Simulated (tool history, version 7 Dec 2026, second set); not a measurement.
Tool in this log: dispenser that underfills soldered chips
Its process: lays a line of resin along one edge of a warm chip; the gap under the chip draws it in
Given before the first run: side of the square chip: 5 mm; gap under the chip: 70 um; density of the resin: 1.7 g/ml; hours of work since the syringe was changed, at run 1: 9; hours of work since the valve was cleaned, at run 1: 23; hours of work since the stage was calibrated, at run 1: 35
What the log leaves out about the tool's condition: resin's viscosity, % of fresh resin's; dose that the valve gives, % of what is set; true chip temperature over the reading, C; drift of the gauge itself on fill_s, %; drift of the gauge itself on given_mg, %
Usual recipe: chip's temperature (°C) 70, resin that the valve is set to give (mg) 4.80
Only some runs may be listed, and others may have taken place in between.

| run | day | chip's temperature (°C) | resin that the valve is set to give (mg) | hours of work since the syringe was changed | hours of work since the valve was cleaned | hours of work since the stage was calibrated | time until the resin shows at the far edge (s) | resin that the valve gave (mg) |
|---|---|---|---|---|---|---|---|---|
| 1 | 0.000 | 70 | 4.80 | 9 | 23 | 35 | 29.1 | 4.66 |
|  | 0.121 | new syringe of resin |
| 2 | 0.221 | 70 | 4.80 | 2 | 26 | 39 | 19.4 | 4.70 |
| 3 | 0.500 | 70 | 4.80 | 7 | 31 | 44 | 25.8 | 4.62 |
|  | 0.729 | new syringe of resin |
| 4 | 0.767 | 70 | 4.80 | 1 | 36 | 49 | 19.2 | 4.61 |
| 5 | 0.992 | 70 | 4.80 | 5 | 40 | 53 | 23.8 | 4.59 |
| 6 | 1.188 | 70 | 4.80 | 8 | 44 | 57 | 29.2 | 4.58 |
|  | 1.346 | new syringe of resin |
| 7 | 1.479 | 70 | 4.80 | 2 | 49 | 62 | 20.4 | 4.61 |
|  | 1.642 | dispensing valve cleaned and set on the balance |
| 8 | 1.742 | 70 | 4.80 | 7 | 2 | 66 | 25.8 | 4.84 |
| 9 | 1.867 | 70 | 4.50 | 9 | 4 | 68 | 28.2 | 4.51 |
|  | 2.012 | new syringe of resin |
| 10 | 2.146 | 72 | 4.80 | 2 | 9 | 73 | 19.4 | 4.75 |
| 11 | 2.275 | 64 | 4.80 | 5 | 11 | 75 | 30.8 | 4.70 |
| 12 | 2.442 | 69 | 4.80 | 8 | 14 | 79 | 29.8 | 4.81 |
| 13 | 2.571 | 56 | 4.80 | 10 | 17 | 81 | 58.8 | 4.79 |
|  | 2.625 | new syringe of resin |
| 14 | 2.712 | 70 | 5.77 | 2 | 19 | 83 | 20.5 | 5.67 |
| 15 | 2.971 | 70 | 5.77 | 6 | 24 | 88 | 25.7 | 5.67 |
| 16 | 3.146 | 70 | 5.77 | 10 | 27 | 91 | 30.3 | 5.59 |
|  | 3.238 | new syringe of resin |
| 17 | 3.304 | 75 | 5.77 | 1 | 30 | 94 | 16.1 | 5.56 |
| 18 | 3.458 | 75 | 5.77 | 4 | 33 | 97 | 18.4 | 5.55 |
| 19 | 3.579 | 58 | 5.58 | 6 | 35 | 99 | 43.5 | 5.44 |
| 20 | 3.812 | 67 | 4.93 | 11 | 39 | 103 | 36.2 | 4.72 |
|  | 3.850 | new syringe of resin |
| 21 | 3.983 | 67 | 4.93 | 2 | 42 | 106 | 23.9 | 4.81 |
| 22 | 4.121 | 76 | 5.49 | 5 | 45 | 109 | 18.9 | 5.21 |
| 23 | 4.304 | 55 | 5.24 | 8 | 48 | 112 | 56.0 | 4.98 |
|  | 4.475 | new syringe of resin |
|  | 4.538 | dispensing valve cleaned and set on the balance |
| 24 | 4.554 | 55 | 5.24 | 1 | 0 | 116 | 38.3 | 5.24 |
| 25 | 4.738 | 55 | 5.24 | 4 | 4 | 119 | 45.4 | 5.11 |
| 26 | 4.875 | 58 | 4.33 | 7 | 6 | 122 | 44.4 | 4.45 |
| 27 | 5.100 | 58 | 4.33 | 11 | 10 | 126 | 56.5 | 4.29 |
|  | 5.142 | new syringe of resin |
| 28 | 5.350 | 58 | 4.33 | 4 | 15 | 130 | 40.1 | 4.25 |
| 29 | 5.629 | 78 | 5.25 | 9 | 20 | 135 | 21.3 | 5.15 |
|  | 5.754 | new syringe of resin |
| 30 | 5.888 | 79 | 4.80 | 2 | 24 | 140 | 15.1 | 4.64 |
| 31 | 6.100 | 57 | 4.80 | 6 | 28 | 144 | 47.1 | 4.69 |
|  | 6.371 | new syringe of resin |
| 32 | 6.388 | 82 | 6.01 | 0 | 33 | 149 | 11.7 | 5.77 |
| 33 | 6.633 | 68 | 4.59 | 5 | 38 | 153 | 27.1 | 4.43 |
| 34 | 6.758 | 74 | 5.05 | 7 | 40 | 155 | 23.0 | 4.83 |
|  | 6.975 | new syringe of resin |
| 35 | 7.058 | 74 | 5.05 | 2 | 45 | 161 | 17.6 | 4.91 |

Table of differences, measured result less the result of that run with no hidden state. Run-to-run variation is the same in both. Gauge scatter possibly is not:
| run | time until the resin shows at the far edge (s) | resin that the valve gave (mg) |
|---|---|---|
| 1 | +11.3 | -0.10 |
| 2 | +2.0 | -0.12 |
| 3 | +8.0 | -0.14 |
| 4 | +1.3 | -0.17 |
| 5 | +5.7 | -0.19 |
| 6 | +10.9 | -0.20 |
| 7 | +2.7 | -0.23 |
| 8 | +7.5 | +0.00 |
| 9 | +10.5 | -0.01 |
| 10 | +3.0 | -0.03 |
| 11 | +7.8 | -0.04 |
| 12 | +10.4 | -0.06 |
| 13 | +25.3 | -0.07 |
| 14 | +2.4 | -0.10 |
| 15 | +7.8 | -0.12 |
| 16 | +12.4 | -0.14 |
| 17 | +1.3 | -0.15 |
| 18 | +3.8 | -0.17 |
| 19 | +12.9 | -0.17 |
| 20 | +15.8 | -0.18 |
| 21 | +3.7 | -0.19 |
| 22 | +4.7 | -0.23 |
| 23 | +21.3 | -0.23 |
| 24 | +2.8 | +0.00 |
| 25 | +10.0 | -0.02 |
| 26 | +14.2 | -0.03 |
| 27 | +25.3 | -0.04 |
| 28 | +8.7 | -0.06 |
| 29 | +8.3 | -0.10 |
| 30 | +2.5 | -0.11 |
| 31 | +15.4 | -0.14 |
| 32 | +0.8 | -0.20 |
| 33 | +7.0 | -0.17 |
| 34 | +8.0 | -0.20 |
| 35 | +2.4 | -0.22 |

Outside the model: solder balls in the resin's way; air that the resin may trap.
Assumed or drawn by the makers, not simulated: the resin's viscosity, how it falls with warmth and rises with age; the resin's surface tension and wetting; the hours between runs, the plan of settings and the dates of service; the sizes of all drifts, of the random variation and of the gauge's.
